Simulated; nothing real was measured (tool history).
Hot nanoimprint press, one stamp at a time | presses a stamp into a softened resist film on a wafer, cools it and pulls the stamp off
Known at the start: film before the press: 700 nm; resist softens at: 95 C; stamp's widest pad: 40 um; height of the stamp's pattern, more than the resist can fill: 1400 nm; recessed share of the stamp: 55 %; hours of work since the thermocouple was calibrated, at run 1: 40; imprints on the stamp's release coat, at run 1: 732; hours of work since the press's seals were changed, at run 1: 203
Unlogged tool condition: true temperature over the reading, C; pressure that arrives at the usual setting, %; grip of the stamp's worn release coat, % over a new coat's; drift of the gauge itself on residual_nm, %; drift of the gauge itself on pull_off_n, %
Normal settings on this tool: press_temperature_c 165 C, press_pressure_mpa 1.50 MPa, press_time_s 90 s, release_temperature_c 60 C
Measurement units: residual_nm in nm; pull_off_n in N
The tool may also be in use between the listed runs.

run	hour	press_temperature_c	press_pressure_mpa	press_time_s	release_temperature_c	hours of work since the thermocouple was calibrated	imprints on the stamp's release coat	hours of work since the press's seals were changed	residual_nm	pull_off_n
1	0.0	165	1.50	90	60	40	732	203	394.3	121
2	66.0	165	1.50	90	60	91	916	253	396.9	134
3	106.7	165	1.50	90	62	122	1029	285	397.7	132
4	151.6	165	1.50	90	62	157	1154	319	399.9	136
5	231.8	165	1.50	90	62	219	1378	381	399.0	153
6	306.0	165	1.50	97	62	276	1584	438	396.5	163
7	380.5	165	1.50	143	60	333	1792	496	350.3	166
8	457.7	171	1.50	90	60	393	2007	555	348.2	176
# hour 478.7: press's hydraulic seals changed and the load cell set to zero
# hour 520.4: stamp cleaned and given a new release coat
9	528.2	165	1.50	80	60	436	22	34	417.7	95
# hour 562.0: plate thermocouple calibrated
10	624.0	165	1.50	80	60	48	281	105	431.5	107
11	690.5	165	1.50	90	48	99	466	156	418.4	124
12	766.4	165	1.50	90	48	158	677	215	419.0	138
13	851.9	165	1.50	90	50	223	915	281	425.4	148
14	903.8	165	1.50	90	50	263	1060	321	423.2	157
15	967.0	165	1.49	132	60	312	1236	369	382.6	151
16	1059.1	165	1.50	88	46	383	1492	440	430.1	180
# hour 1098.6: plate thermocouple calibrated, once more
17	1143.6	155	0.94	88	56	35	1719	503	591.2	181
# hour 1231.3: press's hydraulic seals changed and the load cell set to zero
18	1231.8	155	1.87	107	56	97	1943	0	449.5	183
# hour 1303.7: stamp cleaned and given a new release coat
19	1324.9	155	1.51	60	51	164	59	68	554.5	106
20	1406.1	172	2.20	90	60	226	285	130	265.5	103
21	1470.3	165	2.02	114	60	276	464	180	320.7	114
22	1540.4	161	1.13	90	60	330	659	234	502.4	120
23	1622.0	161	1.13	90	60	393	887	297	505.4	132
24	1678.5	165	1.38	164	60	436	1044	340	354.9	140
# hour 1712.4: plate thermocouple calibrated
25	1774.3	158	1.71	90	60	48	1302	412	449.5	150
26	1846.3	165	1.50	90	66	103	1503	467	397.3	150

3 options for the next run, each taken on its own from the tool as it stands now. Forecast them:
A	1893.0	165	1.50	90	50	139	1633	503	?	?
B	1893.0	165	1.08	103	60	139	1633	503	?	?
C	1893.0	165	1.83	90	46	139	1633	503	?	?

run	residual_nm	pull_off_n
A	397.4	181
B	444.2	164
C	362.7	188
The same runs, with their run-to-run variation unchanged, on a tool lacking any hidden condition would have given:
run	residual_nm	pull_off_n
A	389.0	104
B	436.7	94
C	353.8	108
